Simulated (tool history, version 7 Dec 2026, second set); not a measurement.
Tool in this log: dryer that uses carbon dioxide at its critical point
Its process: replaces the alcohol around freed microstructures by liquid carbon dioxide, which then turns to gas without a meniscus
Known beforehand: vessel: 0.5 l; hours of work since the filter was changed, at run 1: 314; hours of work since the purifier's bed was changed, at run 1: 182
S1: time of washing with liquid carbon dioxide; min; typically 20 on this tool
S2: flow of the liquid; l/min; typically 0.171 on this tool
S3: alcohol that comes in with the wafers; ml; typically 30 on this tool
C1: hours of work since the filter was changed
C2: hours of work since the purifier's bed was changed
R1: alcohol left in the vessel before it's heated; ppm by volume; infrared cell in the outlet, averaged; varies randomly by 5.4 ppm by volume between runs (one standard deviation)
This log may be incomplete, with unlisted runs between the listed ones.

| run | hour | S1 | S2 | S3 | C1 | C2 | R1 |
|---|---|---|---|---|---|---|---|
| 1 | 0 | 20 | 0.171 | 30 | 314 | 182 | 274 |
| 2 | 17.9 | 20 | 0.109 | 30 | 319 | 188 | 2038 |
| 3 | 29.6 | 20 | 0.109 | 30 | 323 | 192 | 2037 |
| 4 | 50 | 20 | 0.109 | 30 | 329 | 198 | 2131 |
| 5 | 71.3 | 31 | 0.109 | 30 | 336 | 205 | 359 |
| 6 | 80.9 | 20 | 0.171 | 30 | 339 | 208 | 294 |
| 7 | 95.8 | 20 | 0.171 | 30 | 344 | 213 | 300 |
| 8 | 117 | 17 | 0.171 | 30 | 351 | 220 | 654 |
| 9 | 130.7 | 17 | 0.171 | 30 | 355 | 224 | 637 |
| 10 | 149.8 | 17 | 0.171 | 30 | 361 | 230 | 658 |
| 11 | 169.8 | 17 | 0.171 | 30 | 368 | 236 | 638 |
| 12 | 190.6 | 17 | 0.154 | 85 | 374 | 243 | 2817 |
| 13 | 202.6 | 16 | 0.272 | 36 | 378 | 247 | 96 |
| 14 | 213 | 17 | 0.171 | 109 | 381 | 250 | 2319 |
| 15 | 228.3 | 17 | 0.171 | 109 | 386 | 255 | 2383 |

Each row is a separate what-if for the run after 15, all from the same tool condition, not one after another. Results?
| A | 248.5 | 18 | 0.112 | 35 | 393 | 261 | ? |
| B | 248.5 | 17 | 0.15 | 109 | 393 | 261 | ? |
| C | 248.5 | 18 | 0.272 | 22 | 393 | 261 | ? |

| run | R1 |
|---|---|
| A | 3272 |
| B | 4153 |
| C | 51 |
Take away the tool's hidden state, keep each run's random variation, and the runs would have read:
| run | R1 |
|---|---|
| A | 2082 |
| B | 2338 |
| C | 11 |
